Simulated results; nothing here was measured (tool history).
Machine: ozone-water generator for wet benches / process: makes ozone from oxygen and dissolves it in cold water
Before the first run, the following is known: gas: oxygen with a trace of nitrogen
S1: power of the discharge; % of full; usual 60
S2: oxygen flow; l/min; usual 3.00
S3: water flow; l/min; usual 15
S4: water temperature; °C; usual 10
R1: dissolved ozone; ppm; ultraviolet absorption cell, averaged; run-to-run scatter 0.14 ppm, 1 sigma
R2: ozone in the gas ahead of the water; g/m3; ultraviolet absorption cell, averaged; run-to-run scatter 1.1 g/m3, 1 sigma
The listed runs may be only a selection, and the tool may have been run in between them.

run	hour	S1	S2	S3	S4	R1	R2
1	0.0	60	3.00	15	10	15.8	203.8
2	31.8	60	3.00	15	10	15.7	201.5
3	61.8	60	3.00	15	10	15.7	203.0
4	109.0	60	3.00	15	10	15.7	203.3
5	141.8	60	3.00	15	10	15.9	202.5
6	185.9	60	3.00	15	10	15.8	200.7
7	212.1	60	3.00	15	10	15.8	200.7
8	243.7	50	3.00	15	10	14.2	182.6
9	279.3	50	3.00	15	10	14.4	181.8
10	307.7	50	3.00	15	14	13.7	180.1
11	354.6	50	3.00	15	14	13.7	181.9
12	397.7	60	3.00	17	10	13.7	200.9
13	426.8	65	3.00	22	6	11.0	208.9
14	448.5	65	3.00	22	6	11.1	208.8
15	490.0	54	1.52	22	6	8.3	280.0
16	530.7	54	2.19	11	6	21.1	225.1
17	551.3	54	2.19	11	6	20.9	224.9
18	577.9	54	2.19	11	9	20.3	223.3
19	610.2	54	2.19	11	9	20.5	225.3
20	639.7	54	4.86	11	6	21.4	141.8

Run 21 has not been measured yet. What should we expect?
21	687.6	54	4.86	11	6	?	?

{"run 21": {"R1": 21.5, "R2": 141.4}}
With no hidden state in the tool, this same run would have given R1 21.5 ppm, R2 144.0 g/m3.
